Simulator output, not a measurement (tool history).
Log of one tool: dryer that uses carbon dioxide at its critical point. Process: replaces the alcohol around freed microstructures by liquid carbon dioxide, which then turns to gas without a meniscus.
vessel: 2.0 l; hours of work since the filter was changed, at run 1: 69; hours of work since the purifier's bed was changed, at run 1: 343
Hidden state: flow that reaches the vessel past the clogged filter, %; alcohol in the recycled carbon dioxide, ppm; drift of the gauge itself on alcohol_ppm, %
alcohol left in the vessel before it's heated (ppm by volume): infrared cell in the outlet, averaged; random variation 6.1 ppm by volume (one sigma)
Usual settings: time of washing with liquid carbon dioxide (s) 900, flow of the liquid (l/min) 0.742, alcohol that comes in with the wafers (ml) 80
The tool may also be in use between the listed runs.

run	hour	time of washing with liquid carbon dioxide (s)	flow of the liquid (l/min)	alcohol that comes in with the wafers (ml)	hours of work since the filter was changed	hours of work since the purifier's bed was changed	alcohol left in the vessel before it's heated (ppm by volume)
1	0.0	900	0.742	80	69	343	309
2	25.3	960	0.742	80	81	354	255
3	46.2	960	0.742	80	90	364	251
4	65.5	960	0.742	80	99	373	264
5	85.2	900	0.742	52	108	382	232
6	108.2	900	0.742	59	119	392	288
7	120.3	900	0.742	59	124	398	297
8	144.7	900	0.742	59	136	409	295
9	165.1	900	0.742	59	145	419	311
10	176.8	900	0.742	59	150	424	309
11	197.2	900	0.742	59	160	433	317
# hour 206.6: inlet filter changed
12	211.9	1080	0.742	59	2	440	92
13	238.9	1080	0.742	59	15	452	90
14	262.1	1020	0.742	59	25	463	116
15	288.0	1020	0.742	59	37	475	128
16	299.5	1020	0.742	59	43	480	126
17	311.6	1020	0.742	59	48	485	126
18	328.8	1020	1.257	59	56	493	27
19	351.6	900	0.742	64	67	504	281
20	375.7	900	0.742	80	78	515	353
21	400.6	900	0.742	80	89	526	369
22	420.7	900	0.580	80	98	535	1095
23	444.8	900	0.580	80	109	547	1113
24	471.2	900	0.580	80	121	559	1141
25	488.1	840	0.455	32	129	566	1277
26	503.1	900	0.617	35	136	573	446
27	519.1	1320	0.742	30	143	581	52
28	532.3	1140	0.742	45	149	587	104
29	556.6	1140	0.742	45	161	598	116
# hour 564.8: inlet filter changed
30	570.1	1140	0.742	45	2	604	69
31	586.0	1260	0.742	108	10	611	69
32	600.5	1320	0.742	108	16	618	61
33	623.0	1320	0.742	108	27	628	66
34	646.1	1320	0.742	108	37	638	71
35	662.5	1320	0.478	117	45	646	675
36	689.4	660	0.471	25	57	658	1430
37	715.0	540	1.207	49	69	670	197
38	741.8	540	1.207	49	81	682	226
39	753.2	660	0.742	80	86	688	1283
40	764.2	660	0.742	80	92	693	1298
41	785.9	840	0.588	38	101	703	661
42	799.9	840	0.538	26	108	709	628
43	823.6	600	0.611	109	119	720	4508
44	836.0	1200	0.842	118	124	726	82
45	847.7	1260	0.548	24	130	731	156
46	862.9	660	0.638	75	137	738	2206

Some steps in alcohol left in the vessel before it's heated (ppm by volume) between neighbouring runs. How much of each would the tool show without its hidden state too (settings, what came in, random variation), and how much is left for the hidden state, with any gauge scatter that isn't in both results?
Run 42 -> 43: time of washing with liquid carbon dioxide (s) 840 -> 600, flow of the liquid (l/min) 0.538 -> 0.611, alcohol that comes in with the wafers (ml) 26 -> 109. alcohol left in the vessel before it's heated (ppm by volume) +3880: hidden state +964, all else +2916.
Run 43 -> 44: time of washing with liquid carbon dioxide (s) 600 -> 1200, flow of the liquid (l/min) 0.611 -> 0.842, alcohol that comes in with the wafers (ml) 109 -> 118. alcohol left in the vessel before it's heated (ppm by volume) -4426: hidden state -1098, all else -3328.
Run 45 -> 46: time of washing with liquid carbon dioxide (s) 1260 -> 660, flow of the liquid (l/min) 0.548 -> 0.638, alcohol that comes in with the wafers (ml) 24 -> 75. alcohol left in the vessel before it's heated (ppm by volume) +2050: hidden state +631, all else +1419.
